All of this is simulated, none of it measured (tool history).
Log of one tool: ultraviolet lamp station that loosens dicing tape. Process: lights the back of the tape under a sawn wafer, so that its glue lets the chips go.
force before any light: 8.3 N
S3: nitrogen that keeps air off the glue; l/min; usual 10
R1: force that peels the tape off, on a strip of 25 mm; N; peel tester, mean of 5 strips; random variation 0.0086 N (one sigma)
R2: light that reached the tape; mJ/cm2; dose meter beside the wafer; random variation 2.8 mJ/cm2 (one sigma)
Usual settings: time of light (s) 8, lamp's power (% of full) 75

Run 1, hour 0.0: usual settings. Result: R1 0.429 N, R2 348 mJ/cm2.
Run 2, hour 14.7: usual settings. Result: R1 0.441 N, R2 340 mJ/cm2.
Run 3, hour 40.4: usual settings. Result: R1 0.442 N, R2 344 mJ/cm2.
Run 4, hour 65.4: usual settings but lamp's power (% of full) 82. Result: R1 0.364 N, R2 367 mJ/cm2.
Run 5, hour 88.4: usual settings but lamp's power (% of full) 82. Result: R1 0.386 N, R2 369 mJ/cm2.
Run 6, hour 104.9: usual settings but lamp's power (% of full) 82. Result: R1 0.402 N, R2 363 mJ/cm2.
Run 7, hour 129.3: usual settings but lamp's power (% of full) 82. Result: R1 0.392 N, R2 361 mJ/cm2.
Run 8, hour 151.6: usual settings but lamp's power (% of full) 82. Result: R1 0.398 N, R2 359 mJ/cm2.
Run 9, hour 169.5: usual settings but lamp's power (% of full) 82. Result: R1 0.418 N, R2 352 mJ/cm2.
Run 10, hour 191.0: usual settings but lamp's power (% of full) 82. Result: R1 0.406 N, R2 354 mJ/cm2.
At hour 199.7: window cleaned of glue's vapour.
Run 11, hour 207.5: usual settings but lamp's power (% of full) 82. Result: R1 0.337 N, R2 393 mJ/cm2.
Run 12, hour 232.2: usual settings but S3 4 l/min. Result: R1 0.803 N, R2 355 mJ/cm2.
Run 13, hour 247.0: usual settings but S3 4 l/min. Result: R1 0.782 N, R2 356 mJ/cm2.
Run 14, hour 263.6: usual settings. Result: R1 0.422 N, R2 353 mJ/cm2.
Run 15, hour 284.3: usual settings but time of light (s) 12. Result: R1 0.224 N, R2 517 mJ/cm2.
Run 16, hour 302.4: usual settings but time of light (s) 5. Result: R1 1.071 N, R2 216 mJ/cm2.
Run 17, hour 324.0: usual settings but time of light (s) 5. Result: R1 1.080 N, R2 218 mJ/cm2.
Run 18, hour 341.6: usual settings but time of light (s) 5. Result: R1 1.085 N, R2 212 mJ/cm2.
Run 19, hour 357.2: usual settings but time of light (s) 5. Result: R1 1.149 N, R2 214 mJ/cm2.
Run 20, hour 382.5: usual settings but S3 18 l/min. Result: R1 0.336 N, R2 336 mJ/cm2.
Run 21, hour 397.0: usual settings. Result: R1 0.454 N, R2 334 mJ/cm2.
Run 22, hour 409.9: usual settings. Result: R1 0.454 N, R2 336 mJ/cm2.
Run 23, hour 423.6: usual settings but time of light (s) 5. Result: R1 1.116 N, R2 207 mJ/cm2.
Run 24, hour 434.9: usual settings but lamp's power (% of full) 89. Result: R1 0.346 N, R2 393 mJ/cm2.
Run 25, hour 453.4: usual settings but lamp's power (% of full) 89. Result: R1 0.345 N, R2 392 mJ/cm2.
Run 26, hour 469.8: usual settings but time of light (s) 14, lamp's power (% of full) 89. Result: R1 0.205 N, R2 677 mJ/cm2.
Run 27, hour 495.7: usual settings but lamp's power (% of full) 68, S3 6 l/min. Result: R1 0.827 N, R2 289 mJ/cm2.
Run 28, hour 512.6: usual settings but time of light (s) 5, lamp's power (% of full) 86, S3 7 l/min. Result: R1 1.201 N, R2 234 mJ/cm2.
Run 29, hour 534.5: usual settings but time of light (s) 13, S3 4 l/min. Result: R1 0.385 N, R2 520 mJ/cm2.
Run 30, hour 547.8: usual settings but S3 3 l/min. Result: R1 1.181 N, R2 321 mJ/cm2.
Run 31, hour 566.3: usual settings but lamp's power (% of full) 72, S3 3 l/min. Result: R1 1.357 N, R2 305 mJ/cm2.
Run 32, hour 585.6: usual settings but time of light (s) 14, lamp's power (% of full) 83. Result: R1 0.217 N, R2 606 mJ/cm2.
Run 33, hour 608.8: usual settings but time of light (s) 5, lamp's power (% of full) 65. Result: R1 1.562 N, R2 169 mJ/cm2.
Run 34, hour 623.8: usual settings but time of light (s) 12, S3 4 l/min. Result: R1 0.486 N, R2 466 mJ/cm2.
Run 35, hour 639.3: usual settings but time of light (s) 7, lamp's power (% of full) 79, S3 12 l/min. Result: R1 0.554 N, R2 281 mJ/cm2.
Run 36, hour 652.8: usual settings but time of light (s) 7, lamp's power (% of full) 79, S3 12 l/min. Result: R1 0.580 N, R2 280 mJ/cm2.
Run 37, hour 672.2: usual settings but time of light (s) 7, lamp's power (% of full) 65, S3 12 l/min. Result: R1 0.832 N, R2 226 mJ/cm2.
Run 38, hour 690.9: usual settings but time of light (s) 7, lamp's power (% of full) 65, S3 12 l/min. Result: R1 0.865 N, R2 229 mJ/cm2.
Run 39, hour 709.0: usual settings but time of light (s) 9, S3 4 l/min. Result: R1 0.874 N, R2 334 mJ/cm2.
Run 40, hour 727.7: usual settings. Result: R1 0.568 N, R2 296 mJ/cm2.
Run 41, hour 741.3: usual settings. Result: R1 0.567 N, R2 295 mJ/cm2.
Run 42, hour 754.9: usual settings but time of light (s) 13, lamp's power (% of full) 98, S3 9 l/min. Result: R1 0.208 N, R2 625 mJ/cm2.
Run 43, hour 769.2: usual settings but lamp's power (% of full) 90. Result: R1 0.420 N, R2 353 mJ/cm2.
Run 44, hour 782.3: usual settings but lamp's power (% of full) 64, S3 19 l/min. Result: R1 0.547 N, R2 243 mJ/cm2.

Forecast each of these 3 alternatives for the next run:
At hour 787.6: window cleaned of glue's vapour.
Run A, hour 800.2: usual settings but time of light (s) 9, lamp's power (% of full) 62. Result: R1 ?, R2 ?.
At hour 787.6: window cleaned of glue's vapour.
Run B, hour 800.2: usual settings but time of light (s) 16, lamp's power (% of full) 87, S3 5 l/min. Result: R1 ?, R2 ?.
At hour 787.6: window cleaned of glue's vapour.
Run C, hour 800.2: usual settings but S3 8 l/min. Result: R1 ?, R2 ?.

run     R1   R2
  A  0.546  304
  B  0.225  758
  C  0.554  323
Without the tool's hidden state the same runs would have given:
run     R1   R2
  A  0.388  361
  B  0.211  902
  C  0.392  384

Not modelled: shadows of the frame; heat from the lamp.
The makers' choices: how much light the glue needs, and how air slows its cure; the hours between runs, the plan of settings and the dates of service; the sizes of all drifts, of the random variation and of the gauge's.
